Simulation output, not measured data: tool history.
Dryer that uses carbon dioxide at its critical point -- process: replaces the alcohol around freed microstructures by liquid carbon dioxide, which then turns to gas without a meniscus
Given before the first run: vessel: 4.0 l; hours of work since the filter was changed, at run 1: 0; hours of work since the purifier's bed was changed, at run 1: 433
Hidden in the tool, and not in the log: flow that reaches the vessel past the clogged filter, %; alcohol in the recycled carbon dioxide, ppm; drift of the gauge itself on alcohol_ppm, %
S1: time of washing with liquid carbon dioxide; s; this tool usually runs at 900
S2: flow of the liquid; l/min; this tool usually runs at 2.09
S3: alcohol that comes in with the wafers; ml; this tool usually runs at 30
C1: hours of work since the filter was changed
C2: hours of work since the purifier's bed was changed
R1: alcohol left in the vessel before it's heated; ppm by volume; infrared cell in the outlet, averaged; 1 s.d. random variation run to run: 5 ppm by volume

run     day    S1    S2   S3   C1   C2   R1
  1   0.000   900  2.09   30    0  433  155
  2   0.588   900  2.09   30    9  443  169
  3   1.300   900  2.09   30   20  454  163
  4   1.867   900  2.09   30   29  463  163
  5   2.508   900  2.09  116   39  473  181
  6   3.604   900  2.09  116   57  490  191
  7   4.562   900  1.68   30   72  505  204
  8   5.729   900  2.09   43   90  523  195
  9   6.838   900  2.09   43  107  541  195
 10   8.025   780  1.35   22  126  559  273
 11   8.825   780  1.35   22  139  572  281
 12   9.729   720  3.09   22  153  586  216
 13  10.321   660  3.09  102  162  595  215
 14  11.462   720  2.97   33  180  613  211
 15  12.692  1380  3.29   30  199  633  232
 16  13.858   660  3.29   30  218  651  235
 17  14.571   660  1.38   30  229  662  447

The same runs without the tool's hidden state, with the same run-to-run variation:
run   R1
  1   11
  2   18
  3    7
  4    6
  5   17
  6   21
  7   27
  8   14
  9    9
 10   71
 11   79
 12   15
 13    7
 14    0
 15    8
 16   10
 17  196

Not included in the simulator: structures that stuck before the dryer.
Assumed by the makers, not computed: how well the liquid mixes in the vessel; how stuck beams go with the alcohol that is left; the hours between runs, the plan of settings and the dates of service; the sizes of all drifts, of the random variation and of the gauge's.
